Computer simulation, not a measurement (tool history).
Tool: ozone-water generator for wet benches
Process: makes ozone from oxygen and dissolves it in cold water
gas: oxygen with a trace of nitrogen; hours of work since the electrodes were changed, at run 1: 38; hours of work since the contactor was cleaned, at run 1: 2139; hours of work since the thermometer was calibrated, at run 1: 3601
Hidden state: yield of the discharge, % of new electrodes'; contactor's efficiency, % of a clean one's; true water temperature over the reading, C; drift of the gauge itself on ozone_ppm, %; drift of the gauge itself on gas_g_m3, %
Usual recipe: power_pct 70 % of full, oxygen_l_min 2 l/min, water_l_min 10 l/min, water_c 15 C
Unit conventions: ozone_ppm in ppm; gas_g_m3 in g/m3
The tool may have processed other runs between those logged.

run     day  power_pct  oxygen_l_min  water_l_min  water_c  hours of work since the electrodes were changed  hours of work since the contactor was cleaned  hours of work since the thermometer was calibrated  ozone_ppm  gas_g_m3
  1       0         70             2           10       15                                               38                                           2139                                                3601       24.2     250.2
  2   1.171         70             2           10       15                                               59                                           2161                                                3622       24.3     250.4
  3   2.179         70             2           10       15                                               78                                           2179                                                3640       24.3     250.8
  4   2.862         70          1.38           10       15                                               90                                           2192                                                3653       23.9     316.4
  5   3.654         70             2           10        7                                              105                                           2206                                                3667       26.6     249.9
  6   4.812         70             2           10        7                                              126                                           2227                                                3689       26.7     249.8
  7   5.846         70             2           10        7                                              145                                           2246                                                3708       26.9       250
  8   6.517         70             2           10        7                                              157                                           2258                                                3720       26.4       251
  9   7.154         99             2           10       15                                              169                                           2270                                                3732       31.1       325
 10   8.192         99             2           10        9                                              188                                           2289                                                3751       33.5       320
 11   9.446         70             2           10       15                                              211                                           2312                                                3774       24.6     251.2
 12  10.267         70             2           10       15                                              226                                           2327                                                3789       24.4     252.8
 13  11.212         70             2           10       15                                              244                                           2345                                                3806       24.2     254.2
 14  12.304         70             2           10       16                                              263                                           2365                                                3826       23.9     250.4
 15   13.45         70             2           10       16                                              284                                           2386                                                3847         24     251.8
 16  14.175         70             2           10       15                                              298                                           2399                                                3860       24.5     251.5

Predict the results of run 17:
 17  15.162         96          1.29           12       21                                              316                                           2417                                                3878          ?         ?

ozone_ppm: 23.4 ppm
gas_g_m3: 415.6 g/m3
Had the tool carried no hidden state, the very same run would have given ozone_ppm 23.4 ppm, gas_g_m3 415.6 g/m3.

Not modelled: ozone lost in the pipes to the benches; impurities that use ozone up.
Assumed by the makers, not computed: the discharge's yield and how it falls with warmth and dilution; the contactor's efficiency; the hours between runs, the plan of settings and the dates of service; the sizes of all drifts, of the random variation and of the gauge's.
